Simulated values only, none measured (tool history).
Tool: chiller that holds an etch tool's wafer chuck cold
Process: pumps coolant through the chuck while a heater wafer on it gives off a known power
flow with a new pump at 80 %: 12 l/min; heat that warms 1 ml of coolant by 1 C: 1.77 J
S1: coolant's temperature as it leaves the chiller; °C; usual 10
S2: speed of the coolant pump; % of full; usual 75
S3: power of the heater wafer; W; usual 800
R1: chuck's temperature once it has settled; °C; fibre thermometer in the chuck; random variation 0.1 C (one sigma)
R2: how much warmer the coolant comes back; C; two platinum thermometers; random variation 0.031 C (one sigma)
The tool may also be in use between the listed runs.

{"run": 1, "hour": 0.0, "S1": 10, "S2": 75, "S3": 800, "R1": 21.9, "R2": 2.34}
{"run": 2, "hour": 24.2, "S1": 10, "S2": 75, "S3": 800, "R1": 21.8, "R2": 2.43}
{"run": 3, "hour": 60.1, "S1": 10, "S2": 75, "S3": 800, "R1": 22, "R2": 2.48}
{"run": 4, "hour": 110.4, "S1": 10, "S2": 75, "S3": 517, "R1": 17.7, "R2": 1.59}
{"run": 5, "hour": 144.8, "S1": 10, "S2": 75, "S3": 517, "R1": 17.8, "R2": 1.62}
{"run": 6, "hour": 178.2, "S1": 10, "S2": 74, "S3": 800, "R1": 22.1, "R2": 2.48}
{"run": 7, "hour": 204.0, "S1": 11, "S2": 75, "S3": 800, "R1": 22.8, "R2": 2.42}
{"run": 8, "hour": 239.8, "S1": 10, "S2": 75, "S3": 403, "R1": 16.1, "R2": 1.23}
{"hour": 265.5, "done": "chiller's thermometer calibrated"}
{"run": 9, "hour": 284.3, "S1": 10, "S2": 75, "S3": 800, "R1": 21.7, "R2": 2.44}
{"run": 10, "hour": 334.3, "S1": 10, "S2": 75, "S3": 800, "R1": 21.8, "R2": 2.43}
{"run": 11, "hour": 364.8, "S1": 10, "S2": 75, "S3": 800, "R1": 21.7, "R2": 2.43}
{"run": 12, "hour": 403.4, "S1": 10, "S2": 75, "S3": 800, "R1": 21.7, "R2": 2.42}
{"run": 13, "hour": 453.4, "S1": 10, "S2": 75, "S3": 800, "R1": 21.8, "R2": 2.51}
{"run": 14, "hour": 490.5, "S1": 10, "S2": 75, "S3": 800, "R1": 21.8, "R2": 2.41}
{"run": 15, "hour": 522.8, "S1": 10, "S2": 69, "S3": 800, "R1": 22.8, "R2": 2.69}
{"run": 16, "hour": 555.0, "S1": 10, "S2": 69, "S3": 800, "R1": 22.6, "R2": 2.62}
{"run": 17, "hour": 599.0, "S1": 10, "S2": 69, "S3": 854, "R1": 23.4, "R2": 2.9}
{"run": 18, "hour": 627.9, "S1": 2, "S2": 90, "S3": 995, "R1": 15, "R2": 2.48}
{"run": 19, "hour": 655.5, "S1": 2, "S2": 77, "S3": 645, "R1": 11.5, "R2": 1.94}
{"run": 20, "hour": 700.8, "S1": 13, "S2": 95, "S3": 777, "R1": 23, "R2": 1.86}
{"run": 21, "hour": 742.2, "S1": 20, "S2": 75, "S3": 545, "R1": 28.4, "R2": 1.69}
{"run": 22, "hour": 783.9, "S1": 18, "S2": 88, "S3": 800, "R1": 28.7, "R2": 2.08}
{"run": 23, "hour": 820.1, "S1": 18, "S2": 88, "S3": 800, "R1": 28.8, "R2": 2.05}
{"run": 24, "hour": 843.9, "S1": 1, "S2": 75, "S3": 1084, "R1": 17.3, "R2": 3.3}
{"run": 25, "hour": 886.7, "S1": 1, "S2": 75, "S3": 1084, "R1": 17.3, "R2": 3.33}
{"run": 26, "hour": 907.4, "S1": 2, "S2": 96, "S3": 1016, "R1": 14.9, "R2": 2.34}
{"run": 27, "hour": 947.2, "S1": 2, "S2": 60, "S3": 773, "R1": 15.7, "R2": 3.02}
{"hour": 979.8, "done": "coolant changed, channels flushed"}
{"run": 28, "hour": 999.9, "S1": 11, "S2": 60, "S3": 773, "R1": 22.6, "R2": 3.08}
{"run": 29, "hour": 1042.6, "S1": 11, "S2": 60, "S3": 773, "R1": 22.6, "R2": 2.98}
{"run": 30, "hour": 1086.5, "S1": 11, "S2": 60, "S3": 773, "R1": 22.7, "R2": 3.08}
{"run": 31, "hour": 1113.9, "S1": 10, "S2": 75, "S3": 434, "R1": 15.5, "R2": 1.35}
{"run": 32, "hour": 1152.6, "S1": 10, "S2": 75, "S3": 434, "R1": 15.6, "R2": 1.36}

Measured less the same run without the tool's hidden state. The same run-to-run variation is in both; the gauge's scatter may not be:
The hidden state here: heat passed by the chuck's channels, % of clean ones'; flow at a given pump speed, % of a new pump's; coolant's true temperature over the reading, C; drift of the gauge itself on chuck_c, C; drift of the gauge itself on warmer_back_c, C.
run=1 R1=+1.9 R2=+0
run=2 R1=+1.9 R2=+0
run=3 R1=+2 R2=+0
run=4 R1=+1.3 R2=+0
run=5 R1=+1.3 R2=+0.01
run=6 R1=+2 R2=+0.01
run=7 R1=+2 R2=+0.01
run=8 R1=+1.1 R2=+0
run=9 R1=+1.8 R2=+0.01
run=10 R1=+1.8 R2=+0.02
run=11 R1=+1.8 R2=+0.02
run=12 R1=+1.9 R2=+0.01
run=13 R1=+1.8 R2=+0.01
run=14 R1=+1.9 R2=+0.02
run=15 R1=+2 R2=+0.02
run=16 R1=+2.1 R2=+0.03
run=17 R1=+2.2 R2=+0.03
run=18 R1=+2.1 R2=+0.03
run=19 R1=+1.6 R2=+0.02
run=20 R1=+1.7 R2=+0.02
run=21 R1=+1.4 R2=+0.01
run=22 R1=+1.8 R2=+0.03
run=23 R1=+1.8 R2=+0.03
run=24 R1=+2.8 R2=+0.04
run=25 R1=+2.9 R2=+0.04
run=26 R1=+2.2 R2=+0.03
run=27 R1=+2.3 R2=+0.04
run=28 R1=+0.2 R2=+0.04
run=29 R1=+0.2 R2=+0.04
run=30 R1=+0.2 R2=+0.05
run=31 R1=+0.1 R2=+0.02
run=32 R1=+0.2 R2=+0.01
